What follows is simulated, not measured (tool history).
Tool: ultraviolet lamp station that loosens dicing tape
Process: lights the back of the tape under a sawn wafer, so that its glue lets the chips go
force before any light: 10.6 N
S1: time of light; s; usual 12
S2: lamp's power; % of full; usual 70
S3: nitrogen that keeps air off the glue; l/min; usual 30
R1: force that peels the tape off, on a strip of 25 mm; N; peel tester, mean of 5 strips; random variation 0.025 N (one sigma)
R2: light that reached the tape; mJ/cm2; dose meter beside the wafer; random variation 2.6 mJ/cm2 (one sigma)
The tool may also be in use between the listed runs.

Run 1, hour 0: usual settings. Result: R1 1.388 N, R2 296 mJ/cm2.
Run 2, hour 38.2: usual settings. Result: R1 1.447 N, R2 292 mJ/cm2.
Run 3, hour 84.3: usual settings. Result: R1 1.551 N, R2 284 mJ/cm2.
Run 4, hour 115.9: usual settings but S2 81 % of full. Result: R1 1.15 N, R2 323 mJ/cm2.
Run 5, hour 181.3: usual settings but S2 81 % of full. Result: R1 1.199 N, R2 315 mJ/cm2.
At hour 185: window cleaned of glue's vapour.
Run 6, hour 232.4: usual settings but S3 36 l/min. Result: R1 1.482 N, R2 266 mJ/cm2.
Run 7, hour 293.5: usual settings but S3 36 l/min. Result: R1 1.572 N, R2 256 mJ/cm2.
Run 8, hour 352: usual settings but S1 7 s, S2 87 % of full, S3 10 l/min. Result: R1 4.645 N, R2 182 mJ/cm2.

Run 9 comes next. What will it give?
Run 9, hour 398.6: usual settings but S1 24 s, S2 82 % of full. Result: R1 ?, R2 ?.

Run 9 gave R1 0.394 N, R2 578 mJ/cm2.
Without the tool's hidden state the same run would have given R1 0.288 N, R2 746 mJ/cm2.
